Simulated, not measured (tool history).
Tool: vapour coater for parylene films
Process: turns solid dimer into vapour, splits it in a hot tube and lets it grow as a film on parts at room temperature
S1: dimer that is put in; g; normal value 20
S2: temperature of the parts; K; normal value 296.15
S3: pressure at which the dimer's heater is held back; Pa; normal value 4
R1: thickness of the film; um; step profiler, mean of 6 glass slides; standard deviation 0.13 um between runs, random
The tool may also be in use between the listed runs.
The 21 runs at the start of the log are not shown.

{"day": 24.908, "done": "table's thermometer calibrated, once more"}
{"run": 22, "day": 25.412, "S1": 20, "S2": 296.15, "S3": 11.7, "R1": 14.2}
{"run": 23, "day": 26.8, "S1": 20, "S2": 296.15, "S3": 11.7, "R1": 13.89}
{"day": 27.729, "done": "trap's valve overhauled"}
{"run": 24, "day": 27.938, "S1": 20, "S2": 296.15, "S3": 11.7, "R1": 15.5}
{"run": 25, "day": 29.15, "S1": 29, "S2": 300.15, "S3": 5.38, "R1": 22.88}
{"run": 26, "day": 30.121, "S1": 29, "S2": 300.15, "S3": 5.38, "R1": 22.38}
{"run": 27, "day": 31.108, "S1": 29, "S2": 300.15, "S3": 5.38, "R1": 22.34}
{"run": 28, "day": 32.221, "S1": 8, "S2": 293.15, "S3": 4, "R1": 7.27}
{"run": 29, "day": 33.721, "S1": 28, "S2": 296.15, "S3": 3.21, "R1": 24.29}
{"run": 30, "day": 34.417, "S1": 28, "S2": 296.15, "S3": 3.21, "R1": 23.74}
{"run": 31, "day": 35.946, "S1": 28, "S2": 306.15, "S3": 3.87, "R1": 18.25}

3 options for the next run, each taken on its own from the tool as it stands now. Forecast them:
{"run": "A", "day": 37.1, "S1": 28, "S2": 300.15, "S3": 3.87, "R1": "?"}
{"run": "B", "day": 37.1, "S1": 11, "S2": 296.15, "S3": 2.41, "R1": "?"}
{"run": "C", "day": 37.1, "S1": 14, "S2": 296.15, "S3": 4, "R1": "?"}

run=A R1=20.84
run=B R1=9.43
run=C R1=11.34
Take away the tool's hidden state, keep each run's random variation, and the runs would have read:
run=A R1=23.29
run=B R1=10.54
run=C R1=12.67

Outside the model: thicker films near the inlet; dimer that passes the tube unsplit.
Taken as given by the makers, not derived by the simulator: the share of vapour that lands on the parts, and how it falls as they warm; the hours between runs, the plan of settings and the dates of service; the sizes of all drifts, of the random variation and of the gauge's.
